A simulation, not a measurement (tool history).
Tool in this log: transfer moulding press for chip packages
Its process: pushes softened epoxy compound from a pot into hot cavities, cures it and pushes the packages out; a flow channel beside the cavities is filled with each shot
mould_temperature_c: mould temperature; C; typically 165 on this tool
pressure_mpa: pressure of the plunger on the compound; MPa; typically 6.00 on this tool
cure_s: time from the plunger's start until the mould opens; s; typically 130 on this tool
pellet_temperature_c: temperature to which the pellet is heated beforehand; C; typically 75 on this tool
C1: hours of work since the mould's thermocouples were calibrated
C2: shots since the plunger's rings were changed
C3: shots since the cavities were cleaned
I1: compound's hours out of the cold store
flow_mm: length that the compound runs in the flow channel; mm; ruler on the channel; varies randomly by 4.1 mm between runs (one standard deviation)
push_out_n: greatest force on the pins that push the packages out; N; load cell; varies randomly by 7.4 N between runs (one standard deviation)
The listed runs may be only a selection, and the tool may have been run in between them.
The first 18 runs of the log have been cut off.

-- hour=207.9 cavities cleaned with cleaning compound and waxed
run 19 hour=215.3 | mould_temperature_c=165 pressure_mpa=6.40 cure_s=130 pellet_temperature_c=84 | C1=25 C2=2441 C3=59 | I1=21.7 | flow_mm=1005 push_out_n=330
run 20 hour=225.2 | mould_temperature_c=165 pressure_mpa=6.40 cure_s=130 pellet_temperature_c=84 | C1=30 C2=2521 C3=139 | I1=38.9 | flow_mm=929 push_out_n=337
run 21 hour=233.0 | mould_temperature_c=165 pressure_mpa=4.92 cure_s=130 pellet_temperature_c=72 | C1=34 C2=2584 C3=202 | I1=26.1 | flow_mm=865 push_out_n=364
run 22 hour=242.7 | mould_temperature_c=165 pressure_mpa=5.19 cure_s=147 pellet_temperature_c=83 | C1=40 C2=2662 C3=280 | I1=36.7 | flow_mm=844 push_out_n=349
run 23 hour=256.9 | mould_temperature_c=166 pressure_mpa=6.82 cure_s=149 pellet_temperature_c=68 | C1=47 C2=2777 C3=395 | I1=16.6 | flow_mm=1062 push_out_n=356
run 24 hour=264.6 | mould_temperature_c=161 pressure_mpa=7.13 cure_s=130 pellet_temperature_c=75 | C1=51 C2=2838 C3=456 | I1=38.9 | flow_mm=981 push_out_n=414
run 25 hour=274.6 | mould_temperature_c=161 pressure_mpa=7.13 cure_s=130 pellet_temperature_c=75 | C1=57 C2=2919 C3=537 | I1=8.1 | flow_mm=1148 push_out_n=437
run 26 hour=290.6 | mould_temperature_c=157 pressure_mpa=6.77 cure_s=128 pellet_temperature_c=75 | C1=65 C2=3047 C3=665 | I1=23.6 | flow_mm=1046 push_out_n=565
run 27 hour=308.1 | mould_temperature_c=165 pressure_mpa=6.94 cure_s=161 pellet_temperature_c=66 | C1=74 C2=3189 C3=807 | I1=8.0 | flow_mm=1115 push_out_n=398
run 28 hour=323.3 | mould_temperature_c=165 pressure_mpa=4.66 cure_s=161 pellet_temperature_c=75 | C1=83 C2=3311 C3=929 | I1=47.0 | flow_mm=755 push_out_n=389
-- hour=328.0 cavities cleaned with cleaning compound and waxed
run 29 hour=332.2 | mould_temperature_c=166 pressure_mpa=6.64 cure_s=121 pellet_temperature_c=73 | C1=87 C2=3370 C3=33 | I1=45.5 | flow_mm=910 push_out_n=310
run 30 hour=347.2 | mould_temperature_c=165 pressure_mpa=4.80 cure_s=112 pellet_temperature_c=83 | C1=95 C2=3492 C3=155 | I1=32.6 | flow_mm=816 push_out_n=381

Forecast each of these 3 alternatives for the next run:
run A hour=363.6 | mould_temperature_c=165 pressure_mpa=6.00 cure_s=130 pellet_temperature_c=68 | C1=103 C2=3624 C3=287 | I1=8.5 | flow_mm=? push_out_n=?
run B hour=363.6 | mould_temperature_c=165 pressure_mpa=4.98 cure_s=117 pellet_temperature_c=83 | C1=103 C2=3624 C3=287 | I1=21.6 | flow_mm=? push_out_n=?
run C hour=363.6 | mould_temperature_c=165 pressure_mpa=6.60 cure_s=128 pellet_temperature_c=83 | C1=103 C2=3624 C3=287 | I1=19.5 | flow_mm=? push_out_n=?

run=A flow_mm=1032 push_out_n=354
run=B flow_mm=880 push_out_n=380
run=C flow_mm=1026 push_out_n=375
Had the tool no hidden state, the same runs would have come out as:
run=A flow_mm=1060 push_out_n=311
run=B flow_mm=904 push_out_n=337
run=C flow_mm=1055 push_out_n=331
